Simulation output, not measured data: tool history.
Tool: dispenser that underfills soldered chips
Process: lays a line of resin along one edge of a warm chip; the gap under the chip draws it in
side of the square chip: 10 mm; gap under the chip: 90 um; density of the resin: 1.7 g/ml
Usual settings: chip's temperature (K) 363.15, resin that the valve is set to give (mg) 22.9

| run | hour | chip's temperature (K) | resin that the valve is set to give (mg) | time until the resin shows at the far edge (s) | resin that the valve gave (mg) |
|---|---|---|---|---|---|
| 1 | 0 | 363.15 | 22.9 | 70.4 | 22.12 |
|  | 2.1 | new syringe of resin |
| 2 | 4.9 | 363.15 | 22.9 | 54.3 | 22.15 |
|  | 11 | new syringe of resin |
| 3 | 11.7 | 353.15 | 22.9 | 68.8 | 21.82 |
| 4 | 14.6 | 363.15 | 22.9 | 57 | 21.88 |
|  | 19.8 | new syringe of resin |
| 5 | 20.4 | 363.15 | 22.9 | 48.3 | 21.87 |
| 6 | 27.1 | 363.15 | 22.9 | 73 | 21.74 |
|  | 28.9 | new syringe of resin |
| 7 | 31.1 | 355.15 | 20.6 | 71.9 | 19.48 |
| 8 | 36.5 | 363.15 | 28.7 | 71.5 | 27 |
|  | 37.7 | new syringe of resin |
| 9 | 43.7 | 362.15 | 22.8 | 67 | 21.34 |
|  | 46.8 | new syringe of resin |
| 10 | 50.4 | 376.15 | 24.8 | 38.4 | 23.35 |
|  | 55.7 | new syringe of resin |
| 11 | 56 | 376.15 | 24.8 | 30.3 | 23.05 |
| 12 | 60 | 363.15 | 28.6 | 57.8 | 26.39 |

Forecast each of these 3 alternatives for the next run:
|  | 64.9 | new syringe of resin |
| A | 66.2 | 360.15 | 22.7 | ? | ? |
|  | 64.9 | new syringe of resin |
| B | 66.2 | 354.15 | 25.6 | ? | ? |
|  | 64.9 | new syringe of resin |
| C | 66.2 | 356.15 | 28.6 | ? | ? |

| run | time until the resin shows at the far edge (s) | resin that the valve gave (mg) |
|---|---|---|
| A | 57.1 | 20.99 |
| B | 68.2 | 23.59 |
| C | 62.6 | 26.78 |
Without the tool's hidden state the same runs would have given:
| run | time until the resin shows at the far edge (s) | resin that the valve gave (mg) |
|---|---|---|
| A | 51.4 | 22.63 |
| B | 61.8 | 25.43 |
| C | 56.9 | 28.86 |

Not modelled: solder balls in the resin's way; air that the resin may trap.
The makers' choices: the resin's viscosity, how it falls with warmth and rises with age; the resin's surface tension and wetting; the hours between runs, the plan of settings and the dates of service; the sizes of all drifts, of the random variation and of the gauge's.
